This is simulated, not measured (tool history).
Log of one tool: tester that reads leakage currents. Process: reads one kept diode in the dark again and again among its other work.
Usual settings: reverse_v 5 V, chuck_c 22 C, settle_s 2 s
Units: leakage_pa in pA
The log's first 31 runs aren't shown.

run    hour  reverse_v  chuck_c  settle_s  leakage_pa
 32    1752       2.55       24      0.33       80.07
 33  1819.8          3       40      5.21       262.6
 34  1903.3       1.56       35      1.53      151.66
 35  1955.8       1.52       25      1.04       73.35
     1991.8  -- probe card cleaned and baked
 36  2009.9       8.16       41       1.2      391.58
 37  2092.5       5.76       24         2         102
 38  2136.8       3.66       20      4.59       64.63
 39  2202.1       7.52       22      0.62       98.17
 40  2250.7       7.52       22      0.62       98.42
 41  2292.8          5       42      0.87       366.9

3 ways to go on from here, each from the tool as it stands after run 41. What would each give?
  A  2362       2.21       42      0.53           ?
  B  2362       9.98       22         2           ?
  C  2362        1.7       32      0.61           ?

run  leakage_pa
  A       284.1
  B      108.97
  C      128.68
Without the tool's hidden state the same runs would have given:
run  leakage_pa
  A      255.75
  B       96.04
  C      114.99
